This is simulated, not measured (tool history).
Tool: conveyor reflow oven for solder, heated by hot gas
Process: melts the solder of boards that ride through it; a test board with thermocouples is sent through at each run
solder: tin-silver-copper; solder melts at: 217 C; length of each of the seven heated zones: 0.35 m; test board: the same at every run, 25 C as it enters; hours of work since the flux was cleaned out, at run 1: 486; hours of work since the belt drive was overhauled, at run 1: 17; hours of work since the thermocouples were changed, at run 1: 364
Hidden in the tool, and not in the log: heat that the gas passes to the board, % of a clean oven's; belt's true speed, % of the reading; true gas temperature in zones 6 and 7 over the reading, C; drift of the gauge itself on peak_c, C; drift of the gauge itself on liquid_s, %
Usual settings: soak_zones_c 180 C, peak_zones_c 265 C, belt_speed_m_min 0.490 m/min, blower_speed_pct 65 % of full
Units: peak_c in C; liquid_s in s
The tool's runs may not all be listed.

run,hour,soak_zones_c,peak_zones_c,belt_speed_m_min,blower_speed_pct,hours of work since the flux was cleaned out,hours of work since the belt drive was overhauled,hours of work since the thermocouples were changed,peak_c,liquid_s
1,0.0,180,265,0.490,65,486,17,364,247.6,60.8
# hour 8.5: flux residue cleaned out of gas plates and filters
2,17.6,180,265,0.490,76,5,24,372,252.9,67.6
3,32.5,180,265,0.490,56,14,33,381,250.0,64.2
4,45.3,180,265,0.490,56,22,41,388,250.2,64.5
5,66.6,180,265,0.490,56,35,54,401,250.1,64.4
6,84.8,180,265,0.490,56,46,65,412,249.9,64.5
7,105.8,180,265,0.490,56,59,77,425,249.8,64.2
8,117.1,180,265,0.490,56,65,84,432,249.7,64.4
9,131.6,176,266,0.409,90,74,93,440,258.6,85.5
10,141.5,180,253,0.499,65,80,99,446,240.5,54.5
11,164.7,188,266,0.499,78,94,113,460,254.6,71.2
12,179.9,188,266,0.499,78,103,122,469,254.5,70.5

5 ways to go on from here, each from the tool as it stands after run 12. What would each give?
A,202.0,178,266,0.494,78,116,135,483,?,?
B,202.0,182,266,0.541,87,116,135,483,?,?
C,202.0,173,270,0.490,69,116,135,483,?,?
D,202.0,188,267,0.420,78,116,135,483,?,?
E,202.0,180,266,0.499,78,116,135,483,?,?

run,peak_c,liquid_s
A,252.8,66.2
B,251.9,60.8
C,254.9,65.3
D,259.3,89.5
E,252.6,65.6
Without the tool's hidden state the same runs would have given:
run,peak_c,liquid_s
A,252.8,66.5
B,252.0,61.2
C,254.9,65.6
D,258.8,89.4
E,252.5,65.9
